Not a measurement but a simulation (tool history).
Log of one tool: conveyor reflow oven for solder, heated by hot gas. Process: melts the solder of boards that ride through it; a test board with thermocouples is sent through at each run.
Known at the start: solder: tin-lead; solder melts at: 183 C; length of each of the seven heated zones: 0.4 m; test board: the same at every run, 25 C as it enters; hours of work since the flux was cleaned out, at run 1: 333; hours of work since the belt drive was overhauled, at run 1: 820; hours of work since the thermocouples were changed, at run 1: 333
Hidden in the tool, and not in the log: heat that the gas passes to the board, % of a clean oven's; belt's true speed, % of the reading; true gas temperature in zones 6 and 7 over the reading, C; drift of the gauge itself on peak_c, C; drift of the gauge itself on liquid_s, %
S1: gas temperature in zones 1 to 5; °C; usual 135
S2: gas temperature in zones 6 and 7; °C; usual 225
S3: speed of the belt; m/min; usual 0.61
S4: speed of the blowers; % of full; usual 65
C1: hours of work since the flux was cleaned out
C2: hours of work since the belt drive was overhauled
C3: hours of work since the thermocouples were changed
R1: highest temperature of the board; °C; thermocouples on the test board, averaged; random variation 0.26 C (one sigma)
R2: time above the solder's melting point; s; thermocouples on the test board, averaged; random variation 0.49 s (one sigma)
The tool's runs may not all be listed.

run 1 hour=0 | S1=135 S2=225 S3=0.61 S4=65 | C1=333 C2=820 C3=333 | R1=203.2 R2=42.7
run 2 hour=44.3 | S1=135 S2=225 S3=0.61 S4=65 | C1=356 C2=843 C3=356 | R1=203.5 R2=41.7
run 3 hour=138.6 | S1=135 S2=225 S3=0.61 S4=65 | C1=404 C2=891 C3=404 | R1=203.5 R2=42.3
run 4 hour=227.4 | S1=132 S2=225 S3=0.61 S4=65 | C1=449 C2=936 C3=449 | R1=202.7 R2=40
-- hour=272.7 flux residue cleaned out of gas plates and filters
run 5 hour=291.2 | S1=132 S2=225 S3=0.61 S4=65 | C1=9 C2=966 C3=479 | R1=203.1 R2=40.7
run 6 hour=345.9 | S1=135 S2=217 S3=0.61 S4=65 | C1=37 C2=994 C3=507 | R1=197.2 R2=34.4
run 7 hour=442.5 | S1=135 S2=217 S3=0.61 S4=65 | C1=87 C2=1043 C3=556 | R1=197 R2=33.2
run 8 hour=494.3 | S1=135 S2=217 S3=0.61 S4=65 | C1=113 C2=1070 C3=583 | R1=197.1 R2=34.2
run 9 hour=561 | S1=135 S2=225 S3=0.61 S4=65 | C1=147 C2=1104 C3=617 | R1=203.6 R2=42.6
run 10 hour=612.9 | S1=135 S2=225 S3=0.61 S4=65 | C1=174 C2=1130 C3=643 | R1=203.3 R2=43
run 11 hour=694.7 | S1=135 S2=225 S3=0.61 S4=65 | C1=215 C2=1172 C3=685 | R1=203.7 R2=42.5
-- hour=704.4 belt drive overhauled, speed set with a stopwatch
run 12 hour=788.4 | S1=135 S2=225 S3=0.61 S4=73 | C1=261 C2=43 C3=731 | R1=206.1 R2=46.1
run 13 hour=842.6 | S1=135 S2=225 S3=0.61 S4=73 | C1=289 C2=71 C3=759 | R1=206 R2=46.3
run 14 hour=900 | S1=135 S2=225 S3=0.61 S4=73 | C1=318 C2=100 C3=788 | R1=206.2 R2=47
run 15 hour=998.8 | S1=138 S2=225 S3=0.61 S4=65 | C1=369 C2=150 C3=838 | R1=203.7 R2=44.4
run 16 hour=1097.6 | S1=138 S2=225 S3=0.61 S4=65 | C1=419 C2=201 C3=889 | R1=204 R2=44.7
run 17 hour=1147.8 | S1=138 S2=225 S3=0.61 S4=65 | C1=445 C2=226 C3=914 | R1=204 R2=45
-- hour=1205.7 flux residue cleaned out of gas plates and filters
run 18 hour=1220.7 | S1=138 S2=225 S3=0.61 S4=65 | C1=8 C2=261 C3=949 | R1=204.3 R2=44.7
run 19 hour=1293.3 | S1=129 S2=225 S3=0.61 S4=78 | C1=45 C2=298 C3=986 | R1=206.5 R2=44.8
run 20 hour=1373.5 | S1=142 S2=227 S3=0.544 S4=66 | C1=86 C2=339 C3=1027 | R1=210.9 R2=60.7
run 21 hour=1471.2 | S1=125 S2=217 S3=0.511 S4=88 | C1=136 C2=389 C3=1077 | R1=206.3 R2=56.3
run 22 hour=1554.3 | S1=125 S2=217 S3=0.511 S4=88 | C1=178 C2=431 C3=1119 | R1=206.3 R2=55.9
run 23 hour=1594.7 | S1=125 S2=217 S3=0.511 S4=88 | C1=199 C2=452 C3=1140 | R1=206.2 R2=57.9
run 24 hour=1691.2 | S1=135 S2=216 S3=0.703 S4=85 | C1=248 C2=501 C3=1189 | R1=197.5 R2=29.8
run 25 hour=1779.3 | S1=139 S2=215 S3=0.61 S4=72 | C1=293 C2=546 C3=1234 | R1=198.4 R2=38.5
run 26 hour=1859.5 | S1=135 S2=239 S3=0.61 S4=65 | C1=334 C2=587 C3=1275 | R1=214.9 R2=54.3
run 27 hour=1947.5 | S1=135 S2=239 S3=0.61 S4=65 | C1=379 C2=632 C3=1320 | R1=214.6 R2=54.2
run 28 hour=2013.3 | S1=135 S2=225 S3=0.532 S4=80 | C1=412 C2=666 C3=1354 | R1=212.2 R2=61.7

How the hidden state differs across the entries between the runs, from the last listed run before each to the first after it:
Between runs 4 and 5: flux residue cleaned out of gas plates and filters (hour 272.7)
  heat that the gas passes to the board, % of a clean oven's: 99.4 -> 99.9; belt's true speed, % of the reading: 99.88 -> 99.87
Between runs 11 and 12: belt drive overhauled, speed set with a stopwatch (hour 704.4)
  heat that the gas passes to the board, % of a clean oven's: 99.7 -> 99.6; belt's true speed, % of the reading: 99.85 -> 99.99; true gas temperature in zones 6 and 7 over the reading, C: 0.08 -> 0.09
Between runs 17 and 18: flux residue cleaned out of gas plates and filters (hour 1205.7)
  heat that the gas passes to the board, % of a clean oven's: 99.4 -> 100; belt's true speed, % of the reading: 99.97 -> 99.96; true gas temperature in zones 6 and 7 over the reading, C: 0.1 -> 0.11
